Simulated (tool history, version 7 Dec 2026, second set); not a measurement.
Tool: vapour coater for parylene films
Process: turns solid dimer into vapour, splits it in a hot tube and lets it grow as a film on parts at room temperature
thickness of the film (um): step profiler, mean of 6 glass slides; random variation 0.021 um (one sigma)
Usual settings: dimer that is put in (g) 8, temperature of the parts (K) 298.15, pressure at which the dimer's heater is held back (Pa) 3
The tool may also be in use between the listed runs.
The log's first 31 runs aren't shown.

run     day  dimer that is put in (g)  temperature of the parts (K)  pressure at which the dimer's heater is held back (Pa)  hours of work since the trap's valve was overhauled  hours of work since the table's thermometer was calibrated  thickness of the film (um)
 32    40.2                        12                        301.15                                                    5.82                                                   76                                                         771                         4.5
 33  41.658                        13                        296.15                                                       3                                                   97                                                         792                         6.4
 34  42.488                        13                        309.15                                                    5.36                                                  109                                                         805                        3.43
 35  43.854                         4                        293.15                                                    5.36                                                  129                                                         824                        2.17
 36  45.038                        13                        293.15                                                    2.65                                                  146                                                         842                        7.39
 37  45.746                        13                        293.15                                                    2.65                                                  157                                                         852                        7.41
 38  47.133                         6                        307.15                                                    2.13                                                  177                                                         872                        1.85
 39  48.438                         7                        292.15                                                       3                                                  196                                                         891                        4.12
     49.075  -- trap's valve overhauled
 40  49.512                         7                        292.15                                                       3                                                    6                                                         904                        4.17
 41  50.808                         3                        290.15                                                    5.63                                                   25                                                         923                        1.86
 42   52.45                         8                        290.15                                                       3                                                   49                                                         947                        5.17
 43  53.179                         7                        301.15                                                    7.26                                                   60                                                         957                         2.6
 44    54.5                         4                        293.15                                                     3.2                                                   79                                                         977                        2.23
 45  56.104                         8                        291.15                                                       3                                                  102                                                        1000                        4.95
 46  57.529                         8                        297.15                                                    2.88                                                  123                                                        1021                        3.81
 47  58.729                         8                        297.15                                                    2.88                                                  140                                                        1038                        3.75

4 ways to go on from here, each from the tool as it stands after run 47. What would each give?
  A  60.354                         8                        293.15                                                    3.54                                                  164                                                        1062                           ?
  B  60.354                         5                        291.15                                                    6.29                                                  164                                                        1062                           ?
  C  60.354                         8                        297.15                                                   10.62                                                  164                                                        1062                           ?
  D  60.354                         6                        300.15                                                    6.67                                                  164                                                        1062                           ?

run  thickness of the film (um)
  A                         4.4
  B                        2.88
  C                        3.46
  D                        2.32
Without the tool's hidden state the same runs would have given:
run  thickness of the film (um)
  A                        4.41
  B                        2.89
  C                        3.46
  D                        2.33
